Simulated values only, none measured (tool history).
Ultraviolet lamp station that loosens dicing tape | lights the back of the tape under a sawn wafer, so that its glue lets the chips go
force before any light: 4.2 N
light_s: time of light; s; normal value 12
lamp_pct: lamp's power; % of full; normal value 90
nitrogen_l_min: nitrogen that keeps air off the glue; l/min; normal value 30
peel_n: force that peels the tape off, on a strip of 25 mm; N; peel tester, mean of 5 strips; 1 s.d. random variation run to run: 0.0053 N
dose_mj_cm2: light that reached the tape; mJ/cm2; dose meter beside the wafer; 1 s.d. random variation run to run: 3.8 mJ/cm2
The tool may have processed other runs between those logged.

run 1 hour=0 | light_s=12 lamp_pct=90 nitrogen_l_min=30 | peel_n=0.145 dose_mj_cm2=481
run 2 hour=53.1 | light_s=12 lamp_pct=90 nitrogen_l_min=30 | peel_n=0.165 dose_mj_cm2=465
run 3 hour=102.4 | light_s=12 lamp_pct=83 nitrogen_l_min=30 | peel_n=0.215 dose_mj_cm2=415
run 4 hour=142 | light_s=12 lamp_pct=83 nitrogen_l_min=30 | peel_n=0.212 dose_mj_cm2=404
run 5 hour=188.5 | light_s=12 lamp_pct=98 nitrogen_l_min=30 | peel_n=0.169 dose_mj_cm2=455
run 6 hour=231.2 | light_s=12 lamp_pct=90 nitrogen_l_min=30 | peel_n=0.217 dose_mj_cm2=404
run 7 hour=292.7 | light_s=12 lamp_pct=90 nitrogen_l_min=30 | peel_n=0.241 dose_mj_cm2=385
run 8 hour=321.6 | light_s=12 lamp_pct=90 nitrogen_l_min=30 | peel_n=0.26 dose_mj_cm2=380
-- hour=369.7 lamp changed
run 9 hour=378 | light_s=6 lamp_pct=90 nitrogen_l_min=30 | peel_n=0.489 dose_mj_cm2=286
-- hour=395.8 window cleaned of glue's vapour
run 10 hour=437.3 | light_s=6 lamp_pct=90 nitrogen_l_min=30 | peel_n=0.409 dose_mj_cm2=313
run 11 hour=486.2 | light_s=6 lamp_pct=90 nitrogen_l_min=30 | peel_n=0.437 dose_mj_cm2=301
run 12 hour=545.6 | light_s=6 lamp_pct=90 nitrogen_l_min=30 | peel_n=0.454 dose_mj_cm2=293
run 13 hour=580.8 | light_s=7 lamp_pct=90 nitrogen_l_min=30 | peel_n=0.323 dose_mj_cm2=333
run 14 hour=610.4 | light_s=12 lamp_pct=90 nitrogen_l_min=40 | peel_n=0.099 dose_mj_cm2=561
run 15 hour=635.7 | light_s=18 lamp_pct=74 nitrogen_l_min=35 | peel_n=0.069 dose_mj_cm2=687
run 16 hour=664.2 | light_s=12 lamp_pct=62 nitrogen_l_min=30 | peel_n=0.262 dose_mj_cm2=371
run 17 hour=708.3 | light_s=12 lamp_pct=62 nitrogen_l_min=30 | peel_n=0.269 dose_mj_cm2=370
run 18 hour=759.9 | light_s=6 lamp_pct=62 nitrogen_l_min=30 | peel_n=1.034 dose_mj_cm2=175
run 19 hour=789.1 | light_s=6 lamp_pct=62 nitrogen_l_min=30 | peel_n=1.069 dose_mj_cm2=173
run 20 hour=833.2 | light_s=12 lamp_pct=90 nitrogen_l_min=22 | peel_n=0.179 dose_mj_cm2=493
run 21 hour=889.6 | light_s=16 lamp_pct=61 nitrogen_l_min=32 | peel_n=0.173 dose_mj_cm2=428
run 22 hour=922.7 | light_s=8 lamp_pct=90 nitrogen_l_min=23 | peel_n=0.504 dose_mj_cm2=310
run 23 hour=957.2 | light_s=9 lamp_pct=90 nitrogen_l_min=10 | peel_n=0.765 dose_mj_cm2=339
run 24 hour=1018.8 | light_s=17 lamp_pct=71 nitrogen_l_min=10 | peel_n=0.385 dose_mj_cm2=483
run 25 hour=1059.2 | light_s=7 lamp_pct=82 nitrogen_l_min=30 | peel_n=0.758 dose_mj_cm2=225

Measured minus without-hidden-state, run by run (identical run-to-run variation in each term; gauge scatter may differ):
The hidden state here: lamp's light, % of a new lamp's; light that the window lets through, % of a clean one's; drift of the gauge itself on peel_n, %; drift of the gauge itself on dose_mj_cm2, %.
run=1 peel_n=+0.065 dose_mj_cm2=-165
run=2 peel_n=+0.081 dose_mj_cm2=-185
run=3 peel_n=+0.118 dose_mj_cm2=-183
run=4 peel_n=+0.129 dose_mj_cm2=-195
run=5 peel_n=+0.093 dose_mj_cm2=-245
run=6 peel_n=+0.137 dose_mj_cm2=-239
run=7 peel_n=+0.16 dose_mj_cm2=-259
run=8 peel_n=+0.176 dose_mj_cm2=-267
run=9 peel_n=+0.106 dose_mj_cm2=-36
run=10 peel_n=+0.03 dose_mj_cm2=-12
run=11 peel_n=+0.055 dose_mj_cm2=-20
run=12 peel_n=+0.086 dose_mj_cm2=-30
run=13 peel_n=+0.078 dose_mj_cm2=-41
run=14 peel_n=+0.014 dose_mj_cm2=-80
run=15 peel_n=+0.007 dose_mj_cm2=-110
run=16 peel_n=+0.086 dose_mj_cm2=-68
run=17 peel_n=+0.099 dose_mj_cm2=-78
run=18 peel_n=+0.298 dose_mj_cm2=-45
run=19 peel_n=+0.325 dose_mj_cm2=-49
run=20 peel_n=+0.081 dose_mj_cm2=-154
run=21 peel_n=+0.087 dose_mj_cm2=-155
run=22 peel_n=+0.266 dose_mj_cm2=-121
run=23 peel_n=+0.377 dose_mj_cm2=-143
run=24 peel_n=+0.231 dose_mj_cm2=-235
run=25 peel_n=+0.425 dose_mj_cm2=-119

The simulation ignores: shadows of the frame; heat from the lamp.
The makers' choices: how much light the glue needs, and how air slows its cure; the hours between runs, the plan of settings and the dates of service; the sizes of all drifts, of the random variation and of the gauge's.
